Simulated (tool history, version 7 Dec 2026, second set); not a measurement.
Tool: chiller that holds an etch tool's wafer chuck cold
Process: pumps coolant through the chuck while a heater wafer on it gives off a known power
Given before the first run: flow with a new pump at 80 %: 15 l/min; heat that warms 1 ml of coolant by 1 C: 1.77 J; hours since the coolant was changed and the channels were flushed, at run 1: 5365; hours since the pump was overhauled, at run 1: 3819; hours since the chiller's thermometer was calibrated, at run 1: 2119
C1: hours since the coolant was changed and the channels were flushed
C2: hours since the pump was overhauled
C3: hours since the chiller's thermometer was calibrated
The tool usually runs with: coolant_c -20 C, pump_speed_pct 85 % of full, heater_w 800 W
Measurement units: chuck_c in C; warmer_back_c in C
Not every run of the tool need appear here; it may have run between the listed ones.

run 1 day=0.000 | coolant_c=-20 pump_speed_pct=85 heater_w=800 | C1=5365 C2=3819 C3=2119 | chuck_c=-9.9 warmer_back_c=1.78
run 2 day=6.383 | coolant_c=-20 pump_speed_pct=85 heater_w=800 | C1=5519 C2=3972 C3=2272 | chuck_c=-9.9 warmer_back_c=1.81
run 3 day=12.129 | coolant_c=-20 pump_speed_pct=85 heater_w=800 | C1=5657 C2=4110 C3=2410 | chuck_c=-9.7 warmer_back_c=1.81
run 4 day=15.167 | coolant_c=-20 pump_speed_pct=85 heater_w=800 | C1=5729 C2=4183 C3=2483 | chuck_c=-9.5 warmer_back_c=1.80
run 5 day=21.725 | coolant_c=-20 pump_speed_pct=63 heater_w=800 | C1=5887 C2=4340 C3=2640 | chuck_c=-7.5 warmer_back_c=2.52
run 6 day=28.542 | coolant_c=-20 pump_speed_pct=85 heater_w=800 | C1=6050 C2=4504 C3=2804 | chuck_c=-9.5 warmer_back_c=1.73
run 7 day=33.646 | coolant_c=-20 pump_speed_pct=85 heater_w=800 | C1=6173 C2=4626 C3=2926 | chuck_c=-9.5 warmer_back_c=1.77
run 8 day=36.838 | coolant_c=-20 pump_speed_pct=85 heater_w=800 | C1=6249 C2=4703 C3=3003 | chuck_c=-9.5 warmer_back_c=1.79
run 9 day=41.521 | coolant_c=-20 pump_speed_pct=84 heater_w=800 | C1=6362 C2=4815 C3=3115 | chuck_c=-9.4 warmer_back_c=1.84
run 10 day=47.350 | coolant_c=-20 pump_speed_pct=85 heater_w=800 | C1=6502 C2=4955 C3=3255 | chuck_c=-9.4 warmer_back_c=1.79
run 11 day=50.242 | coolant_c=-27 pump_speed_pct=85 heater_w=800 | C1=6571 C2=5025 C3=3325 | chuck_c=-16.5 warmer_back_c=1.78
-- day=50.625 chiller's thermometer calibrated
run 12 day=53.875 | coolant_c=-22 pump_speed_pct=85 heater_w=421 | C1=6657 C2=5111 C3=78 | chuck_c=-16.6 warmer_back_c=0.92
run 13 day=58.233 | coolant_c=-16 pump_speed_pct=97 heater_w=454 | C1=6762 C2=5215 C3=183 | chuck_c=-10.5 warmer_back_c=0.88
run 14 day=64.300 | coolant_c=-16 pump_speed_pct=97 heater_w=454 | C1=6908 C2=5361 C3=328 | chuck_c=-10.5 warmer_back_c=0.88
run 15 day=69.912 | coolant_c=-25 pump_speed_pct=74 heater_w=620 | C1=7042 C2=5496 C3=463 | chuck_c=-15.9 warmer_back_c=1.73
run 16 day=76.342 | coolant_c=-22 pump_speed_pct=79 heater_w=729 | C1=7197 C2=5650 C3=617 | chuck_c=-11.8 warmer_back_c=1.80
run 17 day=80.233 | coolant_c=-15 pump_speed_pct=79 heater_w=423 | C1=7290 C2=5743 C3=711 | chuck_c=-9.3 warmer_back_c=1.05
run 18 day=85.625 | coolant_c=-10 pump_speed_pct=68 heater_w=649 | C1=7419 C2=5873 C3=840 | chuck_c=0.0 warmer_back_c=1.92
-- day=90.088 chiller's thermometer calibrated, once more
run 19 day=92.600 | coolant_c=-10 pump_speed_pct=68 heater_w=649 | C1=7586 C2=6039 C3=60 | chuck_c=0.4 warmer_back_c=1.91
run 20 day=95.792 | coolant_c=-16 pump_speed_pct=63 heater_w=649 | C1=7662 C2=6116 C3=137 | chuck_c=-5.1 warmer_back_c=2.15
run 21 day=102.033 | coolant_c=-24 pump_speed_pct=75 heater_w=745 | C1=7812 C2=6266 C3=287 | chuck_c=-12.7 warmer_back_c=1.93

For some of the steps in chuck_c from one run to the next: how much would appear even if the tool had no hidden state, given the settings, what came in and random variation, and how much remains for the hidden state plus any gauge scatter that the measured result and the result without hidden state don't share?
Hidden state present: heat passed by the chuck's channels, % of clean ones'; flow at a given pump speed, % of a new pump's; coolant's true temperature over the reading, C; drift of the gauge itself on chuck_c, C; drift of the gauge itself on warmer_back_c, C.
Run 11 -> 12: coolant_c -27 -> -22, heater_w 800 -> 421, chiller's thermometer calibrated. chuck_c -0.1 C: hidden state -0.9, all else +0.8.
Run 16 -> 17: coolant_c -22 -> -15, heater_w 729 -> 423. chuck_c +2.5 C: hidden state -0.8, all else +3.3.
Run 17 -> 18: coolant_c -15 -> -10, pump_speed_pct 79 -> 68, heater_w 423 -> 649. chuck_c +9.3 C: hidden state +0.7, all else +8.6.
Run 20 -> 21: coolant_c -16 -> -24, pump_speed_pct 63 -> 75, heater_w 649 -> 745. chuck_c -7.6 C: hidden state +0.1, all else -7.7.
